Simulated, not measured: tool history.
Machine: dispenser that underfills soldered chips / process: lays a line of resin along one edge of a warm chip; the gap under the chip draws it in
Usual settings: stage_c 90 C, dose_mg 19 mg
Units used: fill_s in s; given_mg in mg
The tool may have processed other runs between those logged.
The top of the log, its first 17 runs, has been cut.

{"hour": 194.2, "done": "new syringe of resin"}
{"run": 18, "hour": 204.5, "stage_c": 90, "dose_mg": 19, "fill_s": 77.4, "given_mg": 18.52}
{"hour": 206.3, "done": "new syringe of resin"}
{"run": 19, "hour": 213.5, "stage_c": 90, "dose_mg": 19, "fill_s": 73.5, "given_mg": 18.48}
{"hour": 219.1, "done": "new syringe of resin"}
{"run": 20, "hour": 229.0, "stage_c": 90, "dose_mg": 19, "fill_s": 76.9, "given_mg": 18.35}
{"hour": 231.5, "done": "new syringe of resin"}
{"hour": 239.6, "done": "dispensing valve cleaned and set on the balance"}
{"hour": 245.5, "done": "new syringe of resin"}
{"run": 21, "hour": 246.1, "stage_c": 86, "dose_mg": 18.3, "fill_s": 70.5, "given_mg": 18.29}
{"hour": 257.4, "done": "new syringe of resin"}
{"run": 22, "hour": 258.8, "stage_c": 85, "dose_mg": 21.6, "fill_s": 73.8, "given_mg": 21.48}
{"run": 23, "hour": 267.9, "stage_c": 84, "dose_mg": 22.6, "fill_s": 94.5, "given_mg": 22.39}
{"hour": 269.5, "done": "new syringe of resin"}
{"run": 24, "hour": 278.9, "stage_c": 84, "dose_mg": 22.6, "fill_s": 89.8, "given_mg": 22.38}
{"hour": 282.2, "done": "new syringe of resin"}
{"run": 25, "hour": 289.0, "stage_c": 84, "dose_mg": 22.6, "fill_s": 85.3, "given_mg": 22.26}
{"hour": 294.4, "done": "new syringe of resin"}
{"run": 26, "hour": 300.8, "stage_c": 85, "dose_mg": 23, "fill_s": 82.8, "given_mg": 22.59}
{"hour": 306.8, "done": "new syringe of resin"}
{"run": 27, "hour": 313.0, "stage_c": 101, "dose_mg": 20, "fill_s": 47.8, "given_mg": 19.6}
{"hour": 319.2, "done": "new syringe of resin"}
{"run": 28, "hour": 321.7, "stage_c": 101, "dose_mg": 20, "fill_s": 45.5, "given_mg": 19.48}
{"run": 29, "hour": 329.5, "stage_c": 100, "dose_mg": 24.5, "fill_s": 54.1, "given_mg": 23.9}
{"hour": 331.4, "done": "new syringe of resin"}
{"run": 30, "hour": 339.3, "stage_c": 76, "dose_mg": 18, "fill_s": 117.5, "given_mg": 17.41}
{"hour": 343.5, "done": "new syringe of resin"}
{"run": 31, "hour": 349.3, "stage_c": 76, "dose_mg": 18, "fill_s": 111, "given_mg": 17.39}
{"hour": 356.2, "done": "new syringe of resin"}
{"run": 32, "hour": 356.8, "stage_c": 78, "dose_mg": 18, "fill_s": 93.5, "given_mg": 17.31}
{"hour": 361.9, "done": "dispensing valve cleaned and set on the balance"}
{"hour": 369.1, "done": "new syringe of resin"}
{"run": 33, "hour": 369.2, "stage_c": 78, "dose_mg": 18, "fill_s": 91.3, "given_mg": 18.01}
{"run": 34, "hour": 376.4, "stage_c": 81, "dose_mg": 23.1, "fill_s": 95.5, "given_mg": 23.05}

Here are 3 independent what-if runs from the current tool condition. What would each one return?
{"hour": 381.1, "done": "new syringe of resin"}
{"run": "A", "hour": 389.9, "stage_c": 90, "dose_mg": 23.1, "fill_s": "?", "given_mg": "?"}
{"hour": 381.1, "done": "new syringe of resin"}
{"run": "B", "hour": 389.9, "stage_c": 92, "dose_mg": 17.3, "fill_s": "?", "given_mg": "?"}
{"hour": 381.1, "done": "new syringe of resin"}
{"run": "C", "hour": 389.9, "stage_c": 96, "dose_mg": 19.7, "fill_s": "?", "given_mg": "?"}

run=A fill_s=71.8 given_mg=23.01
run=B fill_s=68.2 given_mg=17.18
run=C fill_s=59.9 given_mg=19.6
With no hidden state in the tool, these same runs would have given:
run=A fill_s=65.2 given_mg=23.14
run=B fill_s=61.7 given_mg=17.28
run=C fill_s=54.1 given_mg=19.72

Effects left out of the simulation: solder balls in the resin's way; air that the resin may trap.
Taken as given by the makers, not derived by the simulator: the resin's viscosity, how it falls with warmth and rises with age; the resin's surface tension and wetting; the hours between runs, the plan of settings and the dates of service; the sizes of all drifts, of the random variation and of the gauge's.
